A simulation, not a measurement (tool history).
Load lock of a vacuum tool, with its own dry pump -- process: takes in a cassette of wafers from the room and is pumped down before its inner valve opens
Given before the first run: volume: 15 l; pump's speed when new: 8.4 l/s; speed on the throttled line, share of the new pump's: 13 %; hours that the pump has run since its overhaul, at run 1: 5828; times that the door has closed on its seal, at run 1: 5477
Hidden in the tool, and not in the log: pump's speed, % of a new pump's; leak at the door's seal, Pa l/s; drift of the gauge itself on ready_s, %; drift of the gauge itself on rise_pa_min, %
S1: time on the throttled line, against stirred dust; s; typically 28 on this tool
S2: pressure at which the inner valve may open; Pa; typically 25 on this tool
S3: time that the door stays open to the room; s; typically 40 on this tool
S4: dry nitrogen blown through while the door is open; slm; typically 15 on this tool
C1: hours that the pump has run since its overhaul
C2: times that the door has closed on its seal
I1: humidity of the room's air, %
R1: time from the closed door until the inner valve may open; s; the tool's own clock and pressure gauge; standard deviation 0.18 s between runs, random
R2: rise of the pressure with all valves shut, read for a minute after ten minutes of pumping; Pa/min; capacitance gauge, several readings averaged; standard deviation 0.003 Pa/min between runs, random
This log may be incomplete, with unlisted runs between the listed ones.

{"run": 1, "hour": 0.0, "S1": 28, "S2": 25, "S3": 40, "S4": 15, "C1": 5828, "C2": 5477, "I1": 43.7, "R1": 39.9, "R2": 0.059}
{"run": 2, "hour": 80.0, "S1": 28, "S2": 25, "S3": 40, "S4": 15, "C1": 5908, "C2": 5565, "I1": 46.3, "R1": 39.9, "R2": 0.056}
{"run": 3, "hour": 143.7, "S1": 28, "S2": 25, "S3": 40, "S4": 15, "C1": 5972, "C2": 5635, "I1": 46.0, "R1": 40.0, "R2": 0.057}
{"run": 4, "hour": 214.8, "S1": 28, "S2": 25, "S3": 40, "S4": 15, "C1": 6043, "C2": 5714, "I1": 42.0, "R1": 40.0, "R2": 0.047}
{"run": 5, "hour": 331.3, "S1": 28, "S2": 25, "S3": 40, "S4": 9, "C1": 6159, "C2": 5842, "I1": 46.6, "R1": 40.2, "R2": 0.063}
{"run": 6, "hour": 428.1, "S1": 28, "S2": 25, "S3": 83, "S4": 15, "C1": 6256, "C2": 5949, "I1": 44.5, "R1": 40.2, "R2": 0.07}
{"run": 7, "hour": 554.1, "S1": 28, "S2": 25, "S3": 83, "S4": 15, "C1": 6382, "C2": 6087, "I1": 45.3, "R1": 40.2, "R2": 0.069}
{"run": 8, "hour": 640.3, "S1": 28, "S2": 25, "S3": 40, "S4": 9, "C1": 6468, "C2": 6182, "I1": 43.4, "R1": 40.2, "R2": 0.064}
{"run": 9, "hour": 740.9, "S1": 28, "S2": 25, "S3": 40, "S4": 15, "C1": 6569, "C2": 6293, "I1": 47.1, "R1": 39.7, "R2": 0.061}
{"run": 10, "hour": 812.5, "S1": 28, "S2": 25, "S3": 40, "S4": 15, "C1": 6640, "C2": 6372, "I1": 43.8, "R1": 39.7, "R2": 0.059}
{"run": 11, "hour": 894.7, "S1": 28, "S2": 28, "S3": 40, "S4": 15, "C1": 6723, "C2": 6463, "I1": 45.1, "R1": 39.8, "R2": 0.06}
{"run": 12, "hour": 1001.1, "S1": 28, "S2": 25, "S3": 40, "S4": 15, "C1": 6829, "C2": 6580, "I1": 43.7, "R1": 39.8, "R2": 0.061}
{"run": 13, "hour": 1082.5, "S1": 28, "S2": 25, "S3": 40, "S4": 16, "C1": 6910, "C2": 6669, "I1": 44.7, "R1": 40.0, "R2": 0.057}
{"run": 14, "hour": 1139.7, "S1": 28, "S2": 25, "S3": 40, "S4": 16, "C1": 6968, "C2": 6732, "I1": 46.3, "R1": 40.1, "R2": 0.061}
{"run": 15, "hour": 1243.8, "S1": 28, "S2": 25, "S3": 40, "S4": 4, "C1": 7072, "C2": 6847, "I1": 45.3, "R1": 40.0, "R2": 0.069}
{"run": 16, "hour": 1326.6, "S1": 28, "S2": 25, "S3": 40, "S4": 4, "C1": 7155, "C2": 6938, "I1": 43.9, "R1": 40.2, "R2": 0.072}
{"run": 17, "hour": 1420.8, "S1": 28, "S2": 25, "S3": 40, "S4": 4, "C1": 7249, "C2": 7042, "I1": 44.9, "R1": 40.0, "R2": 0.072}
{"run": 18, "hour": 1478.9, "S1": 28, "S2": 25, "S3": 40, "S4": 15, "C1": 7307, "C2": 7106, "I1": 44.7, "R1": 40.4, "R2": 0.061}
{"run": 19, "hour": 1593.9, "S1": 28, "S2": 25, "S3": 40, "S4": 15, "C1": 7422, "C2": 7233, "I1": 47.9, "R1": 40.0, "R2": 0.059}
{"run": 20, "hour": 1726.5, "S1": 28, "S2": 25, "S3": 40, "S4": 15, "C1": 7554, "C2": 7379, "I1": 42.3, "R1": 40.3, "R2": 0.06}
{"run": 21, "hour": 1846.6, "S1": 28, "S2": 42, "S3": 40, "S4": 15, "C1": 7675, "C2": 7511, "I1": 44.3, "R1": 39.3, "R2": 0.058}
{"run": 22, "hour": 1908.7, "S1": 28, "S2": 43, "S3": 71, "S4": 15, "C1": 7737, "C2": 7579, "I1": 45.5, "R1": 39.0, "R2": 0.073}
{"run": 23, "hour": 2020.0, "S1": 23, "S2": 39, "S3": 71, "S4": 15, "C1": 7848, "C2": 7702, "I1": 42.3, "R1": 34.9, "R2": 0.065}
{"run": 24, "hour": 2094.8, "S1": 23, "S2": 39, "S3": 71, "S4": 15, "C1": 7923, "C2": 7784, "I1": 49.2, "R1": 35.3, "R2": 0.075}
{"run": 25, "hour": 2163.7, "S1": 18, "S2": 27, "S3": 166, "S4": 22, "C1": 7992, "C2": 7860, "I1": 43.0, "R1": 31.2, "R2": 0.084}
{"run": 26, "hour": 2290.9, "S1": 26, "S2": 27, "S3": 42, "S4": 7, "C1": 8119, "C2": 8000, "I1": 40.3, "R1": 38.2, "R2": 0.069}
{"run": 27, "hour": 2351.2, "S1": 55, "S2": 25, "S3": 87, "S4": 12, "C1": 8179, "C2": 8067, "I1": 42.8, "R1": 63.4, "R2": 0.078}
{"run": 28, "hour": 2462.0, "S1": 55, "S2": 25, "S3": 87, "S4": 12, "C1": 8290, "C2": 8189, "I1": 43.9, "R1": 63.8, "R2": 0.084}
{"run": 29, "hour": 2543.6, "S1": 19, "S2": 40, "S3": 152, "S4": 33, "C1": 8372, "C2": 8279, "I1": 46.5, "R1": 31.7, "R2": 0.071}
{"run": 30, "hour": 2654.6, "S1": 28, "S2": 32, "S3": 40, "S4": 24, "C1": 8483, "C2": 8401, "I1": 48.0, "R1": 39.4, "R2": 0.061}
{"run": 31, "hour": 2744.4, "S1": 28, "S2": 32, "S3": 40, "S4": 24, "C1": 8572, "C2": 8500, "I1": 44.9, "R1": 39.6, "R2": 0.065}
{"run": 32, "hour": 2801.1, "S1": 28, "S2": 50, "S3": 40, "S4": 12, "C1": 8629, "C2": 8562, "I1": 50.2, "R1": 38.9, "R2": 0.073}
{"run": 33, "hour": 2898.3, "S1": 28, "S2": 50, "S3": 40, "S4": 12, "C1": 8726, "C2": 8670, "I1": 45.8, "R1": 39.0, "R2": 0.078}
{"run": 34, "hour": 2977.2, "S1": 28, "S2": 40, "S3": 40, "S4": 28, "C1": 8805, "C2": 8756, "I1": 44.2, "R1": 39.2, "R2": 0.055}
{"run": 35, "hour": 3078.6, "S1": 52, "S2": 27, "S3": 52, "S4": 16, "C1": 8907, "C2": 8868, "I1": 42.8, "R1": 61.4, "R2": 0.069}
{"run": 36, "hour": 3141.8, "S1": 43, "S2": 33, "S3": 57, "S4": 5, "C1": 8970, "C2": 8938, "I1": 45.3, "R1": 52.9, "R2": 0.083}
{"run": 37, "hour": 3209.8, "S1": 28, "S2": 35, "S3": 40, "S4": 35, "C1": 9038, "C2": 9013, "I1": 45.2, "R1": 39.7, "R2": 0.057}

Below are 4 alternative next runs, each starting from the tool's condition after run 37. Predict each:
{"run": "A", "hour": 3330.6, "S1": 26, "S2": 38, "S3": 42, "S4": 35, "C1": 9159, "C2": 9146, "I1": 44.7, "R1": "?", "R2": "?"}
{"run": "B", "hour": 3330.6, "S1": 28, "S2": 25, "S3": 42, "S4": 15, "C1": 9159, "C2": 9146, "I1": 47.1, "R1": "?", "R2": "?"}
{"run": "C", "hour": 3330.6, "S1": 38, "S2": 35, "S3": 40, "S4": 35, "C1": 9159, "C2": 9146, "I1": 45.1, "R1": "?", "R2": "?"}
{"run": "D", "hour": 3330.6, "S1": 28, "S2": 35, "S3": 40, "S4": 30, "C1": 9159, "C2": 9146, "I1": 44.0, "R1": "?", "R2": "?"}

run=A R1=37.7 R2=0.056
run=B R1=40.1 R2=0.076
run=C R1=48.1 R2=0.055
run=D R1=39.8 R2=0.058
The same runs, with their run-to-run variation unchanged, on a tool lacking any hidden condition would have given:
run=A R1=36.9 R2=0.027
run=B R1=39.3 R2=0.047
run=C R1=47.4 R2=0.026
run=D R1=39.0 R2=0.029

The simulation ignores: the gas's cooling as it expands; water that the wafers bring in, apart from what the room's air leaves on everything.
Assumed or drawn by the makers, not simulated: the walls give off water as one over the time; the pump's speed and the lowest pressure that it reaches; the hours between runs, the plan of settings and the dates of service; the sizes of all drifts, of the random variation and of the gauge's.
